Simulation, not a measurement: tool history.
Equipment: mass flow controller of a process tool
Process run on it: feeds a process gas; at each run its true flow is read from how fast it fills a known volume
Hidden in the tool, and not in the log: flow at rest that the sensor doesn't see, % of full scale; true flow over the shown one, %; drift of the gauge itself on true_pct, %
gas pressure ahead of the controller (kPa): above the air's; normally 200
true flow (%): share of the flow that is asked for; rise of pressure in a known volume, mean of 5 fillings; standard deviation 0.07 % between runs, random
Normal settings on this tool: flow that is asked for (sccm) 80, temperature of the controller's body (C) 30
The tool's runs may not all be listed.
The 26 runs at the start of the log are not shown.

run	hour	flow that is asked for (sccm)	gas pressure ahead of the controller (kPa)	temperature of the controller's body (C)	hours of work since the controller was set to zero	hours of work since the controller was changed	true flow (%)
27	5974.6	10	182	37	7075	7075	81.66
28	6110.4	10	182	37	7177	7177	81.59
# hour 6129.0: controller's zero set anew
29	6382.9	52	158	26	191	7382	91.46
30	6633.3	52	158	26	379	7570	91.26
# hour 6831.1: controller exchanged for a calibrated one
31	6873.5	68	200	30	32	32	99.00
# hour 6982.8: controller's zero set anew, once more
32	7058.3	72	200	21	57	170	99.69
33	7263.6	15	225	34	211	324	97.13
34	7493.3	15	225	34	383	497	96.99
35	7629.2	38	214	34	485	599	97.57
36	7933.8	38	214	34	714	828	97.38
37	8176.6	80	177	30	897	1010	98.38
38	8405.8	80	177	30	1069	1182	98.19
39	8610.9	80	177	30	1223	1336	98.04
40	8802.9	28	146	22	1367	1481	97.12
41	9020.4	28	146	22	1530	1644	96.92
42	9231.4	25	277	22	1689	1802	97.04
43	9457.3	13	277	39	1859	1972	93.89
44	9739.4	13	277	40	2070	2184	93.48
45	9916.7	13	277	40	2204	2317	93.30
46	10206.5	39	219	40	2421	2535	95.27
47	10511.1	11	190	35	2650	2764	92.01

Consider 4 possible next runs. They are alternatives, not a sequence: every one starts from the tool as it was left by run 47. What does each give?
A	10764.6	11	166	35	2840	2954	?
B	10764.6	14	190	35	2840	2954	?
C	10764.6	21	190	21	2840	2954	?
D	10764.6	17	262	36	2840	2954	?

run	true flow (%)
A	91.29
B	92.35
C	95.16
D	93.40
The same runs, with their run-to-run variation unchanged, on a tool lacking any hidden condition would have given:
run	true flow (%)
A	97.56
B	97.60
C	99.17
D	98.00
